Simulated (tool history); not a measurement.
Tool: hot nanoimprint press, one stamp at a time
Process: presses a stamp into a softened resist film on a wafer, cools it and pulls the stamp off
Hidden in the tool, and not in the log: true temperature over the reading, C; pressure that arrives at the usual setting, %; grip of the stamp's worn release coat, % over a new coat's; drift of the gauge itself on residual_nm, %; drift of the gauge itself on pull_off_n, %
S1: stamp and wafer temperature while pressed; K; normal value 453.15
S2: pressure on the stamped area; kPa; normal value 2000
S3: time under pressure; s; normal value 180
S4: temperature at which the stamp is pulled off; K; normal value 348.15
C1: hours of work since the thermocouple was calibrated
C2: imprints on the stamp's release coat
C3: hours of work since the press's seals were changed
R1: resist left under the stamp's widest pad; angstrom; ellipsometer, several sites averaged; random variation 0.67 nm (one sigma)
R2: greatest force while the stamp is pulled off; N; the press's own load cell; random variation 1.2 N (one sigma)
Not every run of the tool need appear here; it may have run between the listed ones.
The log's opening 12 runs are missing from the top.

run     day      S1    S2   S3      S4   C1   C2   C3    R1   R2
 13  19.942  453.15  2430  180  348.15  417  213  640   996  104
 14  21.554  453.15  2430  180  348.15  434  333  657   994  105
 15  22.604  453.15  2000  180  348.15  446  411  668  1086  104
 16  23.967  453.15  2000  180  333.15  460  512  683  1088  120
 17  24.992  453.15  2070  180  343.15  471  588  694  1065  109
 18  25.954  451.15  2000  158  348.15  481  659  704  1234  105
 19  27.088  454.15  2310  180  337.15  494  743  716   974  119
 20  28.950  448.15  2000  248  338.15  513  881  736  1194  116
     30.188  -- stamp cleaned and given a new release coat
 21  30.421  453.15  2360  180  334.15  526   18  749  1015  118
     32.538  -- plate thermocouple calibrated
 22  32.538  457.15  2000  174  336.15    0  165  771   938  120
 23  34.383  457.15  2000  145  339.15   20  302  790   989  112
 24  36.504  453.15  2530  180  334.15   42  459  813   967  120
 25  38.129  453.15  2530  180  334.15   60  580  830   970  123
 26  40.367  453.15  2530  180  334.15   84  746  854   969  122
 27  41.946  453.15  2530   90  334.15  101  863  871  1212  121
     43.371  -- stamp cleaned and given a new release coat
 28  43.675  453.15  1970  180  343.15  116   22  887  1099  111
     44.196  -- press's hydraulic seals changed and the load cell set to zero
 29  45.529  453.15  1520  217  348.15  133  135   14  1156  102

Expected results for the next run?
 30  47.492  453.15  1520  217  348.15  154  281  35   ?   ?

Run 30 came out at R1 1170 angstrom, R2 106 N.
Without the tool's hidden state the same run would have given R1 1169 angstrom, R2 106 N.

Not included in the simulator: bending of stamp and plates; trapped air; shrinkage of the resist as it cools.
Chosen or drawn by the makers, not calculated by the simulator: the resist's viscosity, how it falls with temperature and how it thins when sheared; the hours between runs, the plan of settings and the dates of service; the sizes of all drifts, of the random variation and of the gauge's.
